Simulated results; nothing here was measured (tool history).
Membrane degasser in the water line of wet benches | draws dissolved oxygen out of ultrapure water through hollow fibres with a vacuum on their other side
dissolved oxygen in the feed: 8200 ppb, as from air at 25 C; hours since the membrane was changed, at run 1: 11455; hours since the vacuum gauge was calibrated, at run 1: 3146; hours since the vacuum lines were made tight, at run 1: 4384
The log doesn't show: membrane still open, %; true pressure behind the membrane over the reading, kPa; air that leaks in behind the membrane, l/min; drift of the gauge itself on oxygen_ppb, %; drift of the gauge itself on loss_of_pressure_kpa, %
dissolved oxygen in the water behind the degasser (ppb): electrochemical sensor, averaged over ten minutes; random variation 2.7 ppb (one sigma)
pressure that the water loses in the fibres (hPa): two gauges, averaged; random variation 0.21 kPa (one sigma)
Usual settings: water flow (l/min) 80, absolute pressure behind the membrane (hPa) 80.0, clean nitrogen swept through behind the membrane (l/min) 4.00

run	hour	water flow (l/min)	absolute pressure behind the membrane (hPa)	clean nitrogen swept through behind the membrane (l/min)	hours since the membrane was changed	hours since the vacuum gauge was calibrated	hours since the vacuum lines were made tight	dissolved oxygen in the water behind the degasser (ppb)	pressure that the water loses in the fibres (hPa)
1	0.0	80	80.0	4.00	11455	3146	4384	258.8	495.7
2	122.9	80	80.0	4.00	11578	3268	4507	263.6	498.0
3	275.1	80	80.0	4.00	11730	3421	4660	262.1	497.2
4	460.6	80	80.0	4.00	11916	3606	4845	263.2	495.9
5	623.5	80	80.0	4.00	12079	3769	5008	262.4	497.1
# hour 705.5: seals of the vacuum lines changed
6	858.3	80	80.0	4.00	12311	4002	153	263.6	497.9
7	1130.8	80	80.0	4.00	12584	4274	425	266.7	491.2
8	1377.6	80	80.0	4.00	12831	4521	672	262.0	493.9
9	1520.9	80	80.0	4.00	12974	4664	815	263.1	490.7
10	1715.9	80	80.0	4.00	13169	4859	1010	263.4	496.4
11	1840.7	80	80.0	4.00	13294	4984	1135	263.5	490.7
12	2113.2	80	80.0	4.00	13566	5257	1408	263.8	490.4
# hour 2210.2: membrane cartridge changed
13	2309.1	127	80.0	11.85	99	5449	1600	309.7	777.3
14	2528.9	101	99.3	5.92	319	5668	1819	357.5	616.9
15	2702.4	54	149.5	7.25	492	5842	1993	224.9	334.0
16	2860.3	104	149.5	3.22	650	6000	2151	838.4	637.8
17	3095.4	97	177.3	8.73	885	6235	2386	456.2	596.7
18	3258.3	60	138.2	5.28	1048	6398	2549	293.7	368.4
19	3405.1	80	80.0	4.09	1195	6545	2696	258.9	488.1
20	3657.0	84	86.3	7.20	1447	6797	2948	207.8	510.0
21	3774.9	84	86.3	7.20	1565	6914	3065	213.1	513.3
22	3962.0	84	86.3	7.20	1752	7102	3253	204.1	512.3
# hour 4004.5: vacuum gauge calibrated
23	4086.0	80	80.0	1.68	1875	82	3376	478.5	488.6
24	4316.1	80	80.0	1.68	2105	312	3606	480.6	487.1

Forecast each of these 3 alternatives for the next run:
A	4497.1	61	85.1	10.13	2286	493	3787	?	?
B	4497.1	84	88.8	4.00	2286	493	3787	?	?
C	4497.1	118	80.0	10.84	2286	493	3787	?	?

run	dissolved oxygen in the water behind the degasser (ppb)	pressure that the water loses in the fibres (hPa)
A	99.2	371.0
B	319.4	511.9
C	282.2	718.7
Without the tool's hidden state the same runs would have given:
run	dissolved oxygen in the water behind the degasser (ppb)	pressure that the water loses in the fibres (hPa)
A	99.1	378.8
B	319.3	522.6
C	282.1	733.8
